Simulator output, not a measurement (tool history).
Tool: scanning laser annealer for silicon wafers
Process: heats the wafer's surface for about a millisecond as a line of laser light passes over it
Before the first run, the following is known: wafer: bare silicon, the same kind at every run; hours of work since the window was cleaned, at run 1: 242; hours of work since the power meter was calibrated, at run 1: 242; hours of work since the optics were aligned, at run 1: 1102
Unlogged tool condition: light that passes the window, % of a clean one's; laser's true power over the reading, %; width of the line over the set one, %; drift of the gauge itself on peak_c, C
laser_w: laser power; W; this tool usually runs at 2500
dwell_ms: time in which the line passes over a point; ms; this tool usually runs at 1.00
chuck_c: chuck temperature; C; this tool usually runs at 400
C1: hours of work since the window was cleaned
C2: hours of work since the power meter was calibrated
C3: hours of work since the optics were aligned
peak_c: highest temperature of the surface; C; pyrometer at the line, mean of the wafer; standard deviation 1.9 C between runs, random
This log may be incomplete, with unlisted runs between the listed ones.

Run 1, hour 0.0: usual settings; C1 242; C2 242; C3 1102. Result: peak_c 1146 C.
Run 2, hour 41.2: usual settings; C1 263; C2 263; C3 1123. Result: peak_c 1144 C.
Run 3, hour 70.7: usual settings; C1 279; C2 279; C3 1138. Result: peak_c 1146 C.
Run 4, hour 101.3: usual settings; C1 294; C2 294; C3 1154. Result: peak_c 1145 C.
At hour 105.8: window over the wafer cleaned.
Run 5, hour 128.0: usual settings but dwell_ms 1.12 ms; C1 11; C2 307; C3 1167. Result: peak_c 1178 C.
Run 6, hour 156.5: usual settings but dwell_ms 1.12 ms; C1 26; C2 322; C3 1181. Result: peak_c 1182 C.
Run 7, hour 182.6: usual settings but laser_w 2310 W, dwell_ms 1.01 ms, chuck_c 387 C; C1 39; C2 335; C3 1195. Result: peak_c 1051 C.
Run 8, hour 231.6: usual settings but dwell_ms 0.74 ms; C1 65; C2 360; C3 1220. Result: peak_c 1018 C.
At hour 262.1: window over the wafer cleaned, once more.
Run 9, hour 263.9: usual settings but dwell_ms 0.74 ms; C1 1; C2 376; C3 1236. Result: peak_c 1040 C.
Run 10, hour 290.8: usual settings but dwell_ms 0.74 ms; C1 15; C2 390; C3 1249. Result: peak_c 1036 C.
Run 11, hour 336.6: usual settings but laser_w 2284 W, dwell_ms 0.89 ms, chuck_c 392 C; C1 38; C2 413; C3 1273. Result: peak_c 1014 C.
Run 12, hour 388.7: usual settings but laser_w 2405 W, dwell_ms 0.89 ms, chuck_c 434 C; C1 65; C2 440; C3 1300. Result: peak_c 1101 C.

Results for each run, recomputed without the tool's hidden state and with each run's random variation untouched:
run  peak_c
  1    1169
  2    1168
  3    1170
  4    1170
  5    1214
  6    1219
  7    1082
  8    1048
  9    1054
 10    1050
 11    1028
 12    1118

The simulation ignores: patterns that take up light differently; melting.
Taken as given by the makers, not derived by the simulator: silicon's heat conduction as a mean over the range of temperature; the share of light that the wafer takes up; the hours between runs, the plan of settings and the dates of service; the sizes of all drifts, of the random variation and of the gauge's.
